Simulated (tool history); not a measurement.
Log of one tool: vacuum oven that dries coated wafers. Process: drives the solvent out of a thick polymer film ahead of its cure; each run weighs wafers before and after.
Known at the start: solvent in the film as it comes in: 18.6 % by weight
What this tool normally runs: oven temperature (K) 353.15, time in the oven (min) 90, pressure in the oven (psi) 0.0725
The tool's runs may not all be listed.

run	hour	oven temperature (K)	time in the oven (min)	pressure in the oven (psi)	solvent left in the film (%)
1	0.0	353.15	90	0.0725	1.27
2	28.1	353.15	90	0.0725	1.23
3	50.5	353.15	90	0.0725	1.36
4	90.8	353.15	90	0.0725	1.30
5	115.4	353.15	113	0.0725	0.89
6	151.4	353.15	56	0.0725	2.82
7	174.3	353.15	144	0.0725	0.72
8	209.8	353.15	90	0.0725	1.26
9	244.7	353.15	90	0.0725	1.30
10	275.5	356.15	93	0.0734	1.03
11	295.2	356.15	93	0.0734	0.92
12	328.0	344.15	93	0.0650	2.56
13	362.8	341.15	51	0.2815	7.15
14	386.4	353.15	127	0.0854	0.88
15	407.7	353.15	127	0.0854	0.85

Hidden state or all else? Some run-to-run changes of solvent left in the film (%), split into what the settings, what came in and random variation would give without the hidden state, and what is left for the hidden state (with any gauge scatter that isn't in both results):
Hidden state present: true wafer temperature over the reading, C; true pressure over the reading, kPa; drift of the gauge itself on solvent_pct, %.
Run 13 -> 14: oven temperature (K) 341.15 -> 353.15, time in the oven (min) 51 -> 127, pressure in the oven (psi) 0.2815 -> 0.0854. solvent left in the film (%) -6.27: hidden state +0.15, all else -6.42.

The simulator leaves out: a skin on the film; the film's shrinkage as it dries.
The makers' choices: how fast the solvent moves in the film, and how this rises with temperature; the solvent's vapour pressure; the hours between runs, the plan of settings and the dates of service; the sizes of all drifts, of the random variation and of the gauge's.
